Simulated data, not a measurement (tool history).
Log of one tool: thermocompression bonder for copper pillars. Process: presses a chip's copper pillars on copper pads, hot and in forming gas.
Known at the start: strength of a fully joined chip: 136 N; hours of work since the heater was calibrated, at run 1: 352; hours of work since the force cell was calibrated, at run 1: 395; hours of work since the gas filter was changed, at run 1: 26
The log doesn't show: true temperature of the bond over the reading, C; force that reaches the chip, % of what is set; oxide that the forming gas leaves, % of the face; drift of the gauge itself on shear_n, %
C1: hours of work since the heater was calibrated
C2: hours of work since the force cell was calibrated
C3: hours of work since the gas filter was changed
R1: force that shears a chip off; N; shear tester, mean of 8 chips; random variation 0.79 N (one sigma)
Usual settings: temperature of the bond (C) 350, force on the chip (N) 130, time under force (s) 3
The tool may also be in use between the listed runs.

Run 1, hour 0.0: usual settings; C1 352; C2 395; C3 26. Result: R1 72.4 N.
Run 2, hour 12.8: usual settings but temperature of the bond (C) 365; C1 359; C2 402; C3 33. Result: R1 81.1 N.
Run 3, hour 31.3: usual settings but time under force (s) 5; C1 369; C2 412; C3 43. Result: R1 86.8 N.
Run 4, hour 45.9: usual settings; C1 377; C2 420; C3 51. Result: R1 73.6 N.
Run 5, hour 58.2: usual settings; C1 383; C2 427; C3 57. Result: R1 73.0 N.
Run 6, hour 73.0: usual settings; C1 392; C2 435; C3 65. Result: R1 73.5 N.
Run 7, hour 87.6: usual settings; C1 399; C2 443; C3 73. Result: R1 72.6 N.
Run 8, hour 97.3: usual settings; C1 405; C2 448; C3 78. Result: R1 74.2 N.
Run 9, hour 112.1: usual settings; C1 413; C2 456; C3 86. Result: R1 74.7 N.
Run 10, hour 129.4: usual settings; C1 422; C2 466; C3 96. Result: R1 72.9 N.
Run 11, hour 145.7: usual settings but temperature of the bond (C) 362; C1 431; C2 474; C3 105. Result: R1 78.7 N.
Run 12, hour 155.8: usual settings but temperature of the bond (C) 362; C1 436; C2 480; C3 110. Result: R1 81.6 N.
Run 13, hour 174.1: usual settings but temperature of the bond (C) 362; C1 446; C2 490; C3 120. Result: R1 79.0 N.
Run 14, hour 193.1: usual settings but temperature of the bond (C) 362; C1 457; C2 500; C3 130. Result: R1 79.9 N.
Run 15, hour 208.5: usual settings but temperature of the bond (C) 362; C1 465; C2 508; C3 139. Result: R1 77.5 N.
Run 16, hour 226.4: usual settings but temperature of the bond (C) 362; C1 475; C2 518; C3 149. Result: R1 80.0 N.
Run 17, hour 241.8: usual settings but temperature of the bond (C) 362; C1 483; C2 527; C3 157. Result: R1 78.7 N.
Run 18, hour 252.1: usual settings but temperature of the bond (C) 362; C1 489; C2 532; C3 162. Result: R1 79.1 N.
Run 19, hour 266.3: usual settings but temperature of the bond (C) 362; C1 496; C2 540; C3 170. Result: R1 79.1 N.
Run 20, hour 280.0: usual settings but temperature of the bond (C) 362; C1 504; C2 547; C3 178. Result: R1 79.7 N.
Run 21, hour 295.6: usual settings but temperature of the bond (C) 370, force on the chip (N) 79, time under force (s) 8; C1 512; C2 556; C3 186. Result: R1 85.8 N.
Run 22, hour 309.8: usual settings but temperature of the bond (C) 370, force on the chip (N) 79, time under force (s) 2; C1 520; C2 563; C3 194. Result: R1 55.7 N.
Run 23, hour 330.2: usual settings but temperature of the bond (C) 353, force on the chip (N) 175, time under force (s) 4; C1 531; C2 575; C3 205. Result: R1 93.0 N.
Run 24, hour 339.1: usual settings but temperature of the bond (C) 327, force on the chip (N) 107; C1 536; C2 579; C3 210. Result: R1 53.7 N.
Run 25, hour 355.8: usual settings but temperature of the bond (C) 368, force on the chip (N) 151; C1 545; C2 588; C3 219. Result: R1 86.9 N.
Run 26, hour 366.1: usual settings but force on the chip (N) 88, time under force (s) 2; C1 551; C2 594; C3 224. Result: R1 48.9 N.
Run 27, hour 383.1: usual settings but force on the chip (N) 88, time under force (s) 2; C1 560; C2 603; C3 234. Result: R1 50.3 N.
Run 28, hour 402.3: usual settings but temperature of the bond (C) 330, force on the chip (N) 104, time under force (s) 7; C1 570; C2 614; C3 244. Result: R1 72.1 N.
Run 29, hour 418.1: usual settings but temperature of the bond (C) 349, force on the chip (N) 147, time under force (s) 7; C1 579; C2 622; C3 253. Result: R1 95.5 N.
Run 30, hour 432.3: usual settings but temperature of the bond (C) 322, force on the chip (N) 100, time under force (s) 7; C1 587; C2 630; C3 260. Result: R1 65.1 N.
Run 31, hour 451.4: usual settings but temperature of the bond (C) 322, force on the chip (N) 100, time under force (s) 7; C1 597; C2 640; C3 271. Result: R1 64.6 N.
Run 32, hour 466.9: usual settings but temperature of the bond (C) 331, force on the chip (N) 152; C1 605; C2 649; C3 279. Result: R1 68.5 N.
Run 33, hour 486.6: usual settings but temperature of the bond (C) 331, force on the chip (N) 88; C1 616; C2 659; C3 290. Result: R1 48.1 N.
Run 34, hour 503.3: usual settings but temperature of the bond (C) 336, force on the chip (N) 153, time under force (s) 6; C1 625; C2 668; C3 299. Result: R1 86.9 N.
Run 35, hour 515.8: usual settings but temperature of the bond (C) 372; C1 632; C2 675; C3 306. Result: R1 83.4 N.
Run 36, hour 535.7: usual settings but force on the chip (N) 107; C1 643; C2 686; C3 316. Result: R1 63.7 N.
Run 37, hour 548.9: usual settings but temperature of the bond (C) 360, force on the chip (N) 83, time under force (s) 8; C1 650; C2 693; C3 324. Result: R1 82.1 N.
Run 38, hour 563.4: usual settings but temperature of the bond (C) 340, force on the chip (N) 106, time under force (s) 8; C1 658; C2 701; C3 331. Result: R1 79.9 N.
Run 39, hour 581.5: usual settings but temperature of the bond (C) 324, force on the chip (N) 171, time under force (s) 2; C1 668; C2 711; C3 341. Result: R1 58.8 N.

Forecast each of these 4 alternatives for the next run:
Run A, hour 597.0: usual settings but temperature of the bond (C) 355, force on the chip (N) 102; C1 676; C2 719; C3 350. Result: R1 ?.
Run B, hour 597.0: usual settings but temperature of the bond (C) 367, force on the chip (N) 178, time under force (s) 6; C1 676; C2 719; C3 350. Result: R1 ?.
Run C, hour 597.0: usual settings but temperature of the bond (C) 328, force on the chip (N) 97, time under force (s) 8; C1 676; C2 719; C3 350. Result: R1 ?.
Run D, hour 597.0: usual settings but temperature of the bond (C) 379, time under force (s) 2; C1 676; C2 719; C3 350. Result: R1 ?.

run     R1
  A   65.3
  B  105.0
  C   69.1
  D   77.5
Without the tool's hidden state the same runs would have given:
run     R1
  A   63.4
  B  108.7
  C   67.1
  D   76.9
